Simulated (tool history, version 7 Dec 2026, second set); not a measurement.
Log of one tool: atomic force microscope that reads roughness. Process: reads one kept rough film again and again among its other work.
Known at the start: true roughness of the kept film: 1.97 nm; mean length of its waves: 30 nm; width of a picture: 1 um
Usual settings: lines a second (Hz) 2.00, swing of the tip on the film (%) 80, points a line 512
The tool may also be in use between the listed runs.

run,hour,lines a second (Hz),swing of the tip on the film (%),points a line,roughness of the kept film (nm (root mean square))
1,0.0,2.00,80,512,1.547
2,9.4,2.00,73,512,1.587
3,27.3,2.00,73,512,1.582
4,41.4,2.00,74,512,1.563
5,58.2,2.00,80,512,1.491
6,68.1,2.00,80,512,1.511
# hour 70.6: height scale calibrated on a step standard
7,83.5,2.00,80,512,1.498
# hour 102.8: height scale calibrated on a step standard, once more
8,102.9,2.00,80,512,1.502
9,111.1,1.87,61,671,1.600
10,120.7,1.87,61,671,1.611

Forecast run 11:
11,131.7,1.87,74,425,?

{"run 11": {"roughness of the kept film (nm (root mean square))": 1.528}}
Without the tool's hidden state the same run would have given roughness of the kept film (nm (root mean square)) 1.711.
